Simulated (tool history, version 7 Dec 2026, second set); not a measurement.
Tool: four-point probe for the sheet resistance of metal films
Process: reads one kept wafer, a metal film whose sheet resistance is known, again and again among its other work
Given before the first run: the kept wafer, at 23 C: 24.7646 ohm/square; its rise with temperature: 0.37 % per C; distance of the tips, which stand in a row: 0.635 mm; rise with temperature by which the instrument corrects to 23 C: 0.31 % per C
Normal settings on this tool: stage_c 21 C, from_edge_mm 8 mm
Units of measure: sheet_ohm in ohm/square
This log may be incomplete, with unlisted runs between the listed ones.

run	day	stage_c	from_edge_mm	sheet_ohm
1	0	21	8	24.799507
2	0.392	21	67	24.719942
3	0.708	21	8	24.802988
4	1.262	21	8	24.79776
5	1.538	21	9	24.794559
# day 1.6: stage's thermometer calibrated
6	2.029	21	9	24.777407
7	2.675	28	20	24.834325
8	3.271	28	20	24.829773
9	3.671	28	20	24.828405
10	4.012	28	20	24.829921
11	4.562	18	4	25.024831

Here are 3 independent what-if runs from the current tool condition. What would each one return?
A	4.95	19	23	?
B	4.95	23	45	?
C	4.95	33	4	?

run	sheet_ohm
A	24.709879
B	24.76078
C	25.214296
What these runs would have given with no unlogged condition in the tool:
run	sheet_ohm
A	24.719119
B	24.770195
C	25.224239
